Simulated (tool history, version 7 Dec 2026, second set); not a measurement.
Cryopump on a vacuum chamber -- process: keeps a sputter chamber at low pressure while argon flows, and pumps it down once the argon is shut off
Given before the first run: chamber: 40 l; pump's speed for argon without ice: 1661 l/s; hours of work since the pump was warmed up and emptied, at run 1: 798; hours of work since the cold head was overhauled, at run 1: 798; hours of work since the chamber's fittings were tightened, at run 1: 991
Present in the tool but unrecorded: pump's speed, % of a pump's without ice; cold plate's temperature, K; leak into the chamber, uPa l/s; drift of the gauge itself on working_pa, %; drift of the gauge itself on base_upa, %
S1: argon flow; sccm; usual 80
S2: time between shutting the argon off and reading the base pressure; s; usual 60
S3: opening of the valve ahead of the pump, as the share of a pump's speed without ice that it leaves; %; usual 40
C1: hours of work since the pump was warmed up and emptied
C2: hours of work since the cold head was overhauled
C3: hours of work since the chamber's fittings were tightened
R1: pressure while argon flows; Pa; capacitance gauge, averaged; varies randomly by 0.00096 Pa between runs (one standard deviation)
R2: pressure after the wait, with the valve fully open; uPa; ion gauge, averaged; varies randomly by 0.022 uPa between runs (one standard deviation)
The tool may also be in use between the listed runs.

run   hour  S1  S2  S3   C1   C2    C3      R1    R2
  1    0.0  80  60  40  798  798   991  0.2429  0.79
  2   27.7  80  60  40  818  818  1011  0.2433  0.79
  3   43.5  80  60  40  829  829  1022  0.2444  0.78
  4   60.3  80  60  24  842  842  1035  0.3806  0.77
  5   83.3  80  60  40  858  858  1051  0.2462  0.85
  6   96.7  47  60  40  868  868  1061  0.1449  0.78
  7  113.1  47  60  40  880  880  1073  0.1448  0.83
  8  136.3  47  60  40  896  896  1089  0.1466  0.82
  9  165.8  47  39  15  918  918  1111  0.3454  1.01
     176.5  -- pump warmed up, emptied and cooled again
 10  195.2  47  39  15   13  935  1128  0.3207  0.87
 11  223.6  33  45  43   34  956  1149  0.0796  0.80

Each row is a separate what-if for the run after 11, all from the same tool condition, not one after another. Results?
  A  239.2  109  121  35  45  967  1160   ?   ?
  B  239.2   82   87  40  45  967  1160   ?   ?
  C  239.2   69   48  43  45  967  1160   ?   ?
  D  239.2  148   68  29  45  967  1160   ?   ?

run      R1    R2
  A  0.3221  0.50
  B  0.2127  0.59
  C  0.1676  0.82
  D  0.5266  0.59
Without the tool's unlogged condition, the same runs would have read:
run      R1    R2
  A  0.3163  0.40
  B  0.2083  0.49
  C  0.1638  0.72
  D  0.5186  0.49

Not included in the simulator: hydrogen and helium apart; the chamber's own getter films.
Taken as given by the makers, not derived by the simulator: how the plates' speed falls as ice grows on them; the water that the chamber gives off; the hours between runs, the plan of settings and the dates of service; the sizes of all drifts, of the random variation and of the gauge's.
